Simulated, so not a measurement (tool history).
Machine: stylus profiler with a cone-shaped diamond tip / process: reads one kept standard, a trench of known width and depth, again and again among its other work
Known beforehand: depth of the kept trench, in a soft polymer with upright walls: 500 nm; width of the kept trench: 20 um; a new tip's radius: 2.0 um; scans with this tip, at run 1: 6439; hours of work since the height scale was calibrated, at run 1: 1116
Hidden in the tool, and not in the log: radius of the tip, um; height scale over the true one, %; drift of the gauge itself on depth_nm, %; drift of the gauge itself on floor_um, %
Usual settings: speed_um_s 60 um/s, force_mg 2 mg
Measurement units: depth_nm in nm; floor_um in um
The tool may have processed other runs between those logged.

run     day  speed_um_s  force_mg  scans with this tip  hours of work since the height scale was calibrated  depth_nm  floor_um
  1       0          60         2                 6439                                                 1116    504.76     17.15
  2   2.083          60         2                 6616                                                 1147    504.78     17.17
  3   3.596          60      1.97                 6744                                                 1169    504.79     17.15
  4     5.7          60      1.97                 6923                                                 1200    504.49     17.15
  5   8.238          60      2.12                 7139                                                 1238    504.82     17.17
  6   9.342          60         2                 7232                                                 1254    504.86     17.11
  7  10.579          60         2                 7338                                                 1272    504.78     17.15
  8  13.192          60         2                 7560                                                 1311    504.69     17.18
  9  14.288          60         2                 7653                                                 1327    504.88     17.14
 10  15.521          60         2                 7758                                                 1345    504.69     17.13
 11  16.738          60         2                 7861                                                 1363    504.61     17.15
 12  18.817          60         2                 8038                                                 1394    504.69     17.14
 13  20.346          60         2                 8168                                                 1416     504.3     17.16
 14  22.679          60         2                 8366                                                 1451    504.78     17.17
 15  24.354          24         2                 8509                                                 1475    504.59     17.28
 16  27.012          24         2                 8734                                                 1514    504.67     17.24
 17  29.696          24         2                 8963                                                 1554    504.54     17.28
 18  32.308          24         2                 9185                                                 1592    504.65     17.24
 19  34.104          60      1.38                 9337                                                 1619    503.63      17.1
 20  35.779         202         2                 9479                                                 1644    504.65     16.67
 21  37.838         202         2                 9655                                                 1674    504.62     16.64
 22  39.658         202         2                 9809                                                 1701    504.43     16.61
 23  40.742         202         2                 9902                                                 1717    504.42     16.63
 24  42.092          60       3.7                10016                                                 1737    506.96     17.21
 25  43.854          24      1.25                10166                                                 1763    503.46     17.27
 26  46.175          54      1.25                10363                                                 1797    503.32     17.12
 27  47.962          48      0.99                10515                                                 1823    502.87     17.16
 28   49.95          89      2.44                10684                                                 1852    505.34     17.03
 29  51.496          21       1.8                10816                                                 1875    504.18     17.28
 30  53.421          52      3.42                10979                                                 1904    506.77      17.2
 31  54.983          37       4.4                11112                                                 1927    507.96     17.29
 32  56.608          54      1.16                11250                                                 1951    503.14     17.14
 33  58.117          54      1.16                11378                                                 1973    503.21     17.05
 34  60.562          60       3.3                11586                                                 2009    506.59     17.19
 35  62.954          70      1.65                11789                                                 2044    504.04     17.03
 36  64.608         116      3.49                11930                                                 2068     506.6     17.02
 37  67.262          34      1.59                12156                                                 2108     503.8     17.22
 38  68.725          44      0.73                12280                                                 2129    502.26     17.13
 39  70.304         188      4.53                12414                                                 2152    508.24     16.88
 40  72.183          49      2.07                12574                                                 2180     504.9     17.16
 41  73.942          49      2.07                12723                                                 2206    504.79     17.17
 42  75.558          49      2.07                12861                                                 2230    504.76     17.23
     77.067  -- height scale calibrated on a step standard
 43  78.175          39       0.7                13081                                                   16    502.34     17.12
 44  79.688          39       0.7                13210                                                   39    502.32     17.09
 45  81.404         114         2                13356                                                   64    504.83     16.91
 46  84.071         114         2                13582                                                  103    504.99     17.01
 47  85.458         152      3.07                13700                                                  124    506.25      16.9

Describe how what the log doesn't record of the tool's condition differs between the last listed run preceding each entry between runs and the first listed run following it.
Logged between run 42 and run 43: height scale calibrated on a step standard (day 77.067)
  height scale over the true one, %: -0.006 -> 0

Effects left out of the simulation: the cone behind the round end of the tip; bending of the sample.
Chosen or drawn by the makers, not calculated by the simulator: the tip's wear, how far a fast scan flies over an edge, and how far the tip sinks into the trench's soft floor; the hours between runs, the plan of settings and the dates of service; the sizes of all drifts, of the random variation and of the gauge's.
